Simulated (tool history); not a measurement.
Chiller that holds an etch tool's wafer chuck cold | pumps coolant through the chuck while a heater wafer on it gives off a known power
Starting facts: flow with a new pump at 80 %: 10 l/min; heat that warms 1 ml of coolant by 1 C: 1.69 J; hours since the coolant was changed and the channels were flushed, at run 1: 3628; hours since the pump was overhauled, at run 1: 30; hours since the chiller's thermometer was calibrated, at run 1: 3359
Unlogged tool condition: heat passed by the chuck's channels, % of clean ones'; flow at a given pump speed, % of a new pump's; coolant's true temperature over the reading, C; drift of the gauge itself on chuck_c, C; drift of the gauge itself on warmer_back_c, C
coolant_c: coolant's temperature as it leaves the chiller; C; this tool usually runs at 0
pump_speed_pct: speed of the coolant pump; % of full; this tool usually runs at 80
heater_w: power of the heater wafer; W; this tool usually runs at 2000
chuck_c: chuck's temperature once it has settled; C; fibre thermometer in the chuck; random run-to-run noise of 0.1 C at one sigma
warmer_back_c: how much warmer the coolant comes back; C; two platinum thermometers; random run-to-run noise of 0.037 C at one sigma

run,hour,coolant_c,pump_speed_pct,heater_w,hours since the coolant was changed and the channels were flushed,hours since the pump was overhauled,hours since the chiller's thermometer was calibrated,chuck_c,warmer_back_c
1,0.0,0,80,2000,3628,30,3359,21.0,7.16
2,122.7,0,80,2000,3750,153,3482,20.9,7.12
3,251.6,0,80,2000,3879,282,3611,21.1,7.02
4,368.2,-3,80,2000,3996,398,3727,18.0,7.01
5,473.7,-3,80,2000,4102,504,3833,17.8,6.98
6,626.6,5,80,2000,4254,657,3986,25.9,6.98
7,805.4,5,80,2000,4433,836,4164,25.9,7.02
8,982.5,5,80,2000,4610,1013,4341,26.0,6.95
9,1090.0,0,68,2000,4718,1120,4449,23.5,8.16
# hour 1185.7: coolant changed, channels flushed
10,1228.8,0,68,2000,43,1253,4582,23.4,8.14
11,1404.4,0,80,2000,219,1429,4757,20.9,6.88
12,1536.8,0,80,2000,351,1561,4890,20.8,6.86
# hour 1555.6: chiller's thermometer calibrated
13,1672.6,0,65,2000,486,1696,117,24.2,8.42
14,1783.5,0,65,2000,597,1807,228,24.1,8.39
15,1932.7,0,65,2000,746,1956,377,24.2,8.38
16,2024.1,0,65,2000,837,2047,468,24.1,8.39
17,2191.3,0,65,2000,1005,2214,636,24.1,8.29
18,2304.8,0,65,2000,1118,2328,749,24.1,8.33
19,2417.4,5,69,1301,1231,2441,862,20.1,4.94
20,2606.7,0,64,2387,1420,2630,1051,29.1,10.10
21,2771.7,0,71,1756,1585,2795,1216,19.9,6.60
22,2957.4,9,71,1635,1771,2981,1402,27.6,6.05
23,3126.2,9,82,1191,1940,3149,1571,21.2,3.68
24,3273.1,6,70,1191,2086,3296,1718,19.7,4.42
# hour 3325.2: gauge calibrated
25,3433.4,6,70,1191,2247,3457,1878,19.6,4.75
26,3564.8,6,70,1191,2378,3588,2009,19.7,4.74
27,3674.9,9,80,1404,2488,3698,2119,23.6,4.95
28,3850.8,9,80,2709,2664,3874,2295,37.4,9.55
29,4039.6,-5,80,2758,2853,4063,2484,23.6,9.67
# hour 4094.8: coolant pump overhauled
30,4178.8,9,85,2758,2987,84,2618,36.5,9.15
31,4337.8,9,85,2758,3146,243,2777,36.7,9.14
32,4449.1,-1,74,1248,3257,354,2888,12.7,4.60
33,4621.4,-2,63,1131,3430,527,3061,11.9,4.83

Across each entry between runs, compare the hidden state at the last listed run before it with the hidden state at the first listed run after it:
In the gap between runs 9 and 10: coolant changed, channels flushed (hour 1185.7)
  heat passed by the chuck's channels, % of clean ones': 99.9 -> 100; drift of the gauge itself on warmer_back_c, C: -0.16 -> -0.18
  difference, measured minus the result without the unlogged condition, warmer_back_c: -0.15 -> -0.17 C
In the gap between runs 12 and 13: chiller's thermometer calibrated (hour 1555.6)
  drift of the gauge itself on warmer_back_c, C: -0.22 -> -0.24
  difference, measured minus the result without the unlogged condition, warmer_back_c: -0.23 -> -0.24 C
In the gap between runs 24 and 25: gauge calibrated (hour 3325.2)
  drift of the gauge itself on warmer_back_c, C: -0.48 -> -0.02
  difference, measured minus the result without the unlogged condition, warmer_back_c: -0.48 -> -0.01 C
In the gap between runs 29 and 30: coolant pump overhauled (hour 4094.8)
  flow at a given pump speed, % of a new pump's: 99.9 -> 100; drift of the gauge itself on warmer_back_c, C: -0.1 -> -0.12
  difference, measured minus the result without the unlogged condition, warmer_back_c: -0.10 -> -0.12 C

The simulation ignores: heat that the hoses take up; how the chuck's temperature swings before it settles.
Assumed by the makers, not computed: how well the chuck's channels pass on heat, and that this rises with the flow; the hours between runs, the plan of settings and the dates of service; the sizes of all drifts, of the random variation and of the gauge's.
